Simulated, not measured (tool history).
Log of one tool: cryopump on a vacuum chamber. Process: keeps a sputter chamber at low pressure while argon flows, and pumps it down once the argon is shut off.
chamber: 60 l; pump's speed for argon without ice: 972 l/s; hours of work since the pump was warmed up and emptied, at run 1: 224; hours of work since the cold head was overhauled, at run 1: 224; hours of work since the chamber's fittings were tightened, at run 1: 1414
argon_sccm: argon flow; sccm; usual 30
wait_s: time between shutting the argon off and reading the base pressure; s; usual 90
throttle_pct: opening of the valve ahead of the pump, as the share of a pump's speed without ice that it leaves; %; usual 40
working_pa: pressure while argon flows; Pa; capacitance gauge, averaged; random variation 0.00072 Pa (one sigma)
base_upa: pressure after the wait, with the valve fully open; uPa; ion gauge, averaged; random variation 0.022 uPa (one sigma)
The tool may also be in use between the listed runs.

| run | day | argon_sccm | wait_s | throttle_pct | hours of work since the pump was warmed up and emptied | hours of work since the cold head was overhauled | hours of work since the chamber's fittings were tightened | working_pa | base_upa |
|---|---|---|---|---|---|---|---|---|---|
| 1 | 0 | 30 | 90 | 40 | 224 | 224 | 1414 | 0.1332 | 2.42 |
| 2 | 0.733 | 29 | 90 | 40 | 236 | 236 | 1426 | 0.129 | 2.55 |
| 3 | 1.529 | 29 | 90 | 40 | 249 | 249 | 1440 | 0.1283 | 2.46 |
| 4 | 2.621 | 14 | 90 | 40 | 267 | 267 | 1458 | 0.0614 | 2.6 |
| 5 | 3.683 | 14 | 90 | 40 | 285 | 285 | 1476 | 0.0622 | 2.57 |
| 6 | 4.458 | 14 | 90 | 40 | 298 | 298 | 1489 | 0.0616 | 2.6 |
| 7 | 5.092 | 30 | 90 | 40 | 309 | 309 | 1499 | 0.1321 | 2.64 |
| 8 | 5.662 | 19 | 90 | 40 | 318 | 318 | 1509 | 0.0841 | 2.67 |
| 9 | 6.175 | 19 | 90 | 40 | 327 | 327 | 1517 | 0.0856 | 2.63 |
| 10 | 6.642 | 19 | 90 | 40 | 334 | 334 | 1525 | 0.0846 | 2.7 |
| 11 | 7.133 | 19 | 90 | 40 | 343 | 343 | 1533 | 0.085 | 2.7 |
| 12 | 8.242 | 30 | 90 | 40 | 361 | 361 | 1552 | 0.1349 | 2.68 |
| 13 | 8.967 | 30 | 90 | 21 | 373 | 373 | 1564 | 0.2524 | 2.7 |
| 14 | 9.604 | 30 | 90 | 40 | 384 | 384 | 1575 | 0.1333 | 2.68 |
| 15 | 10.125 | 30 | 90 | 40 | 393 | 393 | 1583 | 0.1348 | 2.74 |
| 16 | 10.829 | 30 | 90 | 22 | 404 | 404 | 1595 | 0.2425 | 2.85 |
| 17 | 11.742 | 22 | 113 | 16 | 420 | 420 | 1610 | 0.2421 | 2.79 |
| 18 | 12.471 | 22 | 113 | 16 | 432 | 432 | 1622 | 0.2421 | 2.83 |
| 19 | 12.983 | 38 | 90 | 27 | 440 | 440 | 1631 | 0.2525 | 2.85 |
| 20 | 14.096 | 29 | 263 | 45 | 459 | 459 | 1650 | 0.1166 | 2.58 |
| 21 | 14.696 | 29 | 263 | 45 | 469 | 469 | 1660 | 0.1171 | 2.68 |
| 22 | 15.292 | 29 | 263 | 45 | 479 | 479 | 1670 | 0.1168 | 2.72 |
| 23 | 16.179 | 30 | 60 | 17 | 494 | 494 | 1684 | 0.3106 | 3.22 |
| 24 | 17.079 | 51 | 90 | 51 | 509 | 509 | 1699 | 0.1823 | 2.98 |
| 25 | 17.758 | 51 | 90 | 51 | 520 | 520 | 1711 | 0.1837 | 2.98 |
| 26 | 18.846 | 48 | 21 | 40 | 538 | 538 | 1729 | 0.2167 | 4.3 |
| 27 | 19.988 | 48 | 21 | 40 | 557 | 557 | 1748 | 0.2206 | 4.26 |
| 28 | 21.133 | 18 | 41 | 17 | 576 | 576 | 1767 | 0.1892 | 3.55 |
| 29 | 22.204 | 18 | 78 | 40 | 594 | 594 | 1785 | 0.0813 | 3.16 |
| 30 | 23.096 | 14 | 216 | 25 | 609 | 609 | 1800 | 0.0999 | 2.87 |

Some steps in working_pa between neighbouring runs. How much of each would the tool show without its hidden state too (settings, what came in, random variation), and how much is left for the hidden state, with any gauge scatter that isn't in both results?
The hidden state here: pump's speed, % of a pump's without ice; cold plate's temperature, K; leak into the chamber, uPa l/s; drift of the gauge itself on working_pa, %; drift of the gauge itself on base_upa, %.
Run 18 -> 19: argon_sccm 22 -> 38, wait_s 113 -> 90, throttle_pct 16 -> 27. working_pa +0.0104 Pa: hidden state +0.0026, all else +0.0078.
Run 19 -> 20: argon_sccm 38 -> 29, wait_s 90 -> 263, throttle_pct 27 -> 45. working_pa -0.1359 Pa: hidden state -0.0012, all else -0.1347.
Run 22 -> 23: argon_sccm 29 -> 30, wait_s 263 -> 60, throttle_pct 45 -> 17. working_pa +0.1938 Pa: hidden state +0.0002, all else +0.1936.
Run 23 -> 24: argon_sccm 30 -> 51, wait_s 60 -> 90, throttle_pct 17 -> 51. working_pa -0.1283 Pa: hidden state +0.004, all else -0.1323.
Run 27 -> 28: argon_sccm 48 -> 18, wait_s 21 -> 41, throttle_pct 40 -> 17. working_pa -0.0314 Pa: hidden state -0.0058, all else -0.0256.

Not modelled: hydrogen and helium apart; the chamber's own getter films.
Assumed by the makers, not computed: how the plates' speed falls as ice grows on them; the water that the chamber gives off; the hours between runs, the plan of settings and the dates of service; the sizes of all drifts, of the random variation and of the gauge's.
